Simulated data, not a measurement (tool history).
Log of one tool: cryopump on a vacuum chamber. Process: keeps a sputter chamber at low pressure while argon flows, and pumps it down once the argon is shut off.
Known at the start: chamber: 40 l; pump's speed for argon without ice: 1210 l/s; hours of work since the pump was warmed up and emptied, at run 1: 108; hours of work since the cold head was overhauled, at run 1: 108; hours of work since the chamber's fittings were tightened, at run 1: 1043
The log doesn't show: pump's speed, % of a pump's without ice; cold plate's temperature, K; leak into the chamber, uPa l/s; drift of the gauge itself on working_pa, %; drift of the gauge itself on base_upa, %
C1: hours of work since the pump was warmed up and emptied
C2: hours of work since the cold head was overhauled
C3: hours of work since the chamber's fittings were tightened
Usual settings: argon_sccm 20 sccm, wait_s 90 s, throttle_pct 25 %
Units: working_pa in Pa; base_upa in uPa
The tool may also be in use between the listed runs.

{"run": 1, "hour": 0.0, "argon_sccm": 20, "wait_s": 90, "throttle_pct": 25, "C1": 108, "C2": 108, "C3": 1043, "working_pa": 0.1164, "base_upa": 1.3}
{"run": 2, "hour": 19.7, "argon_sccm": 20, "wait_s": 90, "throttle_pct": 59, "C1": 123, "C2": 123, "C3": 1058, "working_pa": 0.0519, "base_upa": 1.23}
{"run": 3, "hour": 57.1, "argon_sccm": 20, "wait_s": 90, "throttle_pct": 59, "C1": 152, "C2": 152, "C3": 1087, "working_pa": 0.0527, "base_upa": 1.31}
{"run": 4, "hour": 81.3, "argon_sccm": 20, "wait_s": 90, "throttle_pct": 25, "C1": 171, "C2": 171, "C3": 1105, "working_pa": 0.1179, "base_upa": 1.4}
{"run": 5, "hour": 126.9, "argon_sccm": 20, "wait_s": 90, "throttle_pct": 25, "C1": 206, "C2": 206, "C3": 1141, "working_pa": 0.1194, "base_upa": 1.39}
{"run": 6, "hour": 155.6, "argon_sccm": 20, "wait_s": 90, "throttle_pct": 25, "C1": 228, "C2": 228, "C3": 1163, "working_pa": 0.1204, "base_upa": 1.45}
{"run": 7, "hour": 182.9, "argon_sccm": 20, "wait_s": 90, "throttle_pct": 25, "C1": 249, "C2": 249, "C3": 1184, "working_pa": 0.1213, "base_upa": 1.43}
{"run": 8, "hour": 208.2, "argon_sccm": 20, "wait_s": 90, "throttle_pct": 25, "C1": 268, "C2": 268, "C3": 1203, "working_pa": 0.1222, "base_upa": 1.49}
{"run": 9, "hour": 233.8, "argon_sccm": 33, "wait_s": 90, "throttle_pct": 25, "C1": 288, "C2": 288, "C3": 1223, "working_pa": 0.204, "base_upa": 1.54}
{"run": 10, "hour": 255.0, "argon_sccm": 33, "wait_s": 90, "throttle_pct": 25, "C1": 304, "C2": 304, "C3": 1239, "working_pa": 0.206, "base_upa": 1.56}
{"run": 11, "hour": 274.3, "argon_sccm": 33, "wait_s": 90, "throttle_pct": 25, "C1": 319, "C2": 319, "C3": 1254, "working_pa": 0.2068, "base_upa": 1.61}
{"hour": 303.1, "done": "pump warmed up, emptied and cooled again"}
{"run": 12, "hour": 309.9, "argon_sccm": 33, "wait_s": 90, "throttle_pct": 25, "C1": 5, "C2": 343, "C3": 1277, "working_pa": 0.1859, "base_upa": 1.25}
{"run": 13, "hour": 353.3, "argon_sccm": 10, "wait_s": 90, "throttle_pct": 25, "C1": 39, "C2": 376, "C3": 1311, "working_pa": 0.056, "base_upa": 1.35}
{"run": 14, "hour": 376.7, "argon_sccm": 10, "wait_s": 21, "throttle_pct": 25, "C1": 57, "C2": 394, "C3": 1329, "working_pa": 0.0562, "base_upa": 3.04}
{"run": 15, "hour": 406.0, "argon_sccm": 10, "wait_s": 21, "throttle_pct": 25, "C1": 79, "C2": 417, "C3": 1351, "working_pa": 0.0576, "base_upa": 2.98}
{"run": 16, "hour": 446.1, "argon_sccm": 10, "wait_s": 21, "throttle_pct": 25, "C1": 110, "C2": 448, "C3": 1382, "working_pa": 0.0577, "base_upa": 2.95}
{"run": 17, "hour": 487.8, "argon_sccm": 23, "wait_s": 90, "throttle_pct": 25, "C1": 142, "C2": 480, "C3": 1414, "working_pa": 0.1327, "base_upa": 1.46}
{"run": 18, "hour": 530.9, "argon_sccm": 23, "wait_s": 90, "throttle_pct": 25, "C1": 175, "C2": 513, "C3": 1448, "working_pa": 0.1341, "base_upa": 1.45}
{"run": 19, "hour": 560.7, "argon_sccm": 23, "wait_s": 101, "throttle_pct": 49, "C1": 198, "C2": 536, "C3": 1470, "working_pa": 0.0736, "base_upa": 1.47}
{"run": 20, "hour": 583.5, "argon_sccm": 20, "wait_s": 90, "throttle_pct": 38, "C1": 216, "C2": 553, "C3": 1488, "working_pa": 0.0825, "base_upa": 1.52}
{"run": 21, "hour": 603.1, "argon_sccm": 20, "wait_s": 90, "throttle_pct": 38, "C1": 231, "C2": 568, "C3": 1503, "working_pa": 0.0824, "base_upa": 1.62}
{"run": 22, "hour": 634.9, "argon_sccm": 20, "wait_s": 27, "throttle_pct": 38, "C1": 255, "C2": 593, "C3": 1528, "working_pa": 0.0837, "base_upa": 2.8}
{"run": 23, "hour": 670.5, "argon_sccm": 20, "wait_s": 27, "throttle_pct": 38, "C1": 283, "C2": 620, "C3": 1555, "working_pa": 0.0842, "base_upa": 2.87}
{"run": 24, "hour": 707.9, "argon_sccm": 10, "wait_s": 34, "throttle_pct": 49, "C1": 311, "C2": 649, "C3": 1584, "working_pa": 0.0355, "base_upa": 2.59}
{"hour": 746.6, "done": "pump warmed up, emptied and cooled again"}
{"run": 25, "hour": 746.6, "argon_sccm": 10, "wait_s": 34, "throttle_pct": 49, "C1": 0, "C2": 675, "C3": 1610, "working_pa": 0.03, "base_upa": 2.21}
{"run": 26, "hour": 770.0, "argon_sccm": 20, "wait_s": 49, "throttle_pct": 25, "C1": 18, "C2": 693, "C3": 1628, "working_pa": 0.1105, "base_upa": 1.74}
{"run": 27, "hour": 813.8, "argon_sccm": 28, "wait_s": 114, "throttle_pct": 39, "C1": 52, "C2": 727, "C3": 1661, "working_pa": 0.1029, "base_upa": 1.37}
{"run": 28, "hour": 834.5, "argon_sccm": 20, "wait_s": 93, "throttle_pct": 45, "C1": 68, "C2": 743, "C3": 1677, "working_pa": 0.0645, "base_upa": 1.55}
{"run": 29, "hour": 872.6, "argon_sccm": 20, "wait_s": 44, "throttle_pct": 18, "C1": 97, "C2": 772, "C3": 1707, "working_pa": 0.1594, "base_upa": 2.08}
{"run": 30, "hour": 912.7, "argon_sccm": 20, "wait_s": 44, "throttle_pct": 18, "C1": 128, "C2": 803, "C3": 1737, "working_pa": 0.1597, "base_upa": 2.08}
{"run": 31, "hour": 943.5, "argon_sccm": 20, "wait_s": 44, "throttle_pct": 18, "C1": 151, "C2": 826, "C3": 1761, "working_pa": 0.1591, "base_upa": 2.12}
{"run": 32, "hour": 969.6, "argon_sccm": 9, "wait_s": 44, "throttle_pct": 17, "C1": 172, "C2": 847, "C3": 1781, "working_pa": 0.0766, "base_upa": 2.23}
{"run": 33, "hour": 1014.8, "argon_sccm": 31, "wait_s": 91, "throttle_pct": 25, "C1": 206, "C2": 881, "C3": 1816, "working_pa": 0.1858, "base_upa": 1.71}
{"run": 34, "hour": 1058.0, "argon_sccm": 14, "wait_s": 25, "throttle_pct": 20, "C1": 240, "C2": 915, "C3": 1849, "working_pa": 0.1042, "base_upa": 3.08}

Forecast each of these 3 alternatives for the next run:
{"run": "A", "hour": 1080.0, "argon_sccm": 13, "wait_s": 25, "throttle_pct": 17, "C1": 256, "C2": 931, "C3": 1866, "working_pa": "?", "base_upa": "?"}
{"run": "B", "hour": 1080.0, "argon_sccm": 16, "wait_s": 231, "throttle_pct": 20, "C1": 256, "C2": 931, "C3": 1866, "working_pa": "?", "base_upa": "?"}
{"run": "C", "hour": 1080.0, "argon_sccm": 14, "wait_s": 263, "throttle_pct": 24, "C1": 256, "C2": 931, "C3": 1866, "working_pa": "?", "base_upa": "?"}

run=A working_pa=0.1139 base_upa=3.05
run=B working_pa=0.1198 base_upa=1.59
run=C working_pa=0.0891 base_upa=1.59
Without the tool's hidden state the same runs would have given:
run=A working_pa=0.1072 base_upa=1.97
run=B working_pa=0.1115 base_upa=0.49
run=C working_pa=0.0819 base_upa=0.46

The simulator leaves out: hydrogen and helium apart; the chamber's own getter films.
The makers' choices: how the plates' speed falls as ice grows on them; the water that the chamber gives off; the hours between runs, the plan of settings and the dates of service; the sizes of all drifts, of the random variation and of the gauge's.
